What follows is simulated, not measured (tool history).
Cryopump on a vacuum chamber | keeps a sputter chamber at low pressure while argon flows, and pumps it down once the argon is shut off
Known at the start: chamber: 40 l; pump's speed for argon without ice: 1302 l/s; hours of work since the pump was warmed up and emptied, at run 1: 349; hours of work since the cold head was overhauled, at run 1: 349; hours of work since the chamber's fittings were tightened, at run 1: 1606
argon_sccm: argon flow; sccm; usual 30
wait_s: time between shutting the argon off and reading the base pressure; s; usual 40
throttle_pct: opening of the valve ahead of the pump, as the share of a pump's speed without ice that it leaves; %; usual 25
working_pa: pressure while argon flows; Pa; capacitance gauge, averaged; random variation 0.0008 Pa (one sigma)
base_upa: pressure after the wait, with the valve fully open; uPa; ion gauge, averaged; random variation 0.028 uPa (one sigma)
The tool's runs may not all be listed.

run	hour	argon_sccm	wait_s	throttle_pct	hours of work since the pump was warmed up and emptied	hours of work since the cold head was overhauled	hours of work since the chamber's fittings were tightened	working_pa	base_upa
1	0.0	30	40	25	349	349	1606	0.1596	2.74
2	8.6	21	40	25	353	353	1609	0.1128	2.74
3	25.8	21	40	25	360	360	1617	0.1121	2.78
4	45.8	21	69	25	369	369	1626	0.1131	2.27
5	65.0	30	40	25	377	377	1634	0.1623	2.70
6	78.4	30	40	25	383	383	1640	0.1620	2.78
7	89.1	30	40	25	388	388	1644	0.1596	2.76
8	103.8	30	40	25	394	394	1651	0.1617	2.77
9	123.4	30	40	25	403	403	1659	0.1619	2.71
10	133.8	30	194	25	407	407	1664	0.1612	1.97
11	153.2	30	40	49	416	416	1672	0.0856	2.89
12	164.4	30	40	49	421	421	1677	0.0853	2.88
13	176.4	30	40	49	426	426	1682	0.0861	2.81
14	185.2	36	40	25	430	430	1686	0.1962	2.79
15	195.3	16	36	25	434	434	1690	0.0868	3.03
16	203.4	14	36	25	437	437	1694	0.0762	2.98
17	220.2	14	36	25	445	445	1701	0.0754	3.08

The same runs without the tool's hidden state, with the same run-to-run variation:
The hidden state here: pump's speed, % of a pump's without ice; cold plate's temperature, K; leak into the chamber, uPa l/s; drift of the gauge itself on working_pa, %; drift of the gauge itself on base_upa, %.
run	working_pa	base_upa
1	0.1544	1.32
2	0.1091	1.31
3	0.1084	1.35
4	0.1092	0.85
5	0.1566	1.28
6	0.1563	1.32
7	0.1538	1.32
8	0.1558	1.31
9	0.1558	1.26
10	0.1550	0.47
11	0.0792	1.37
12	0.0789	1.34
13	0.0796	1.31
14	0.1883	1.29
15	0.0833	1.46
16	0.0731	1.44
17	0.0722	1.49

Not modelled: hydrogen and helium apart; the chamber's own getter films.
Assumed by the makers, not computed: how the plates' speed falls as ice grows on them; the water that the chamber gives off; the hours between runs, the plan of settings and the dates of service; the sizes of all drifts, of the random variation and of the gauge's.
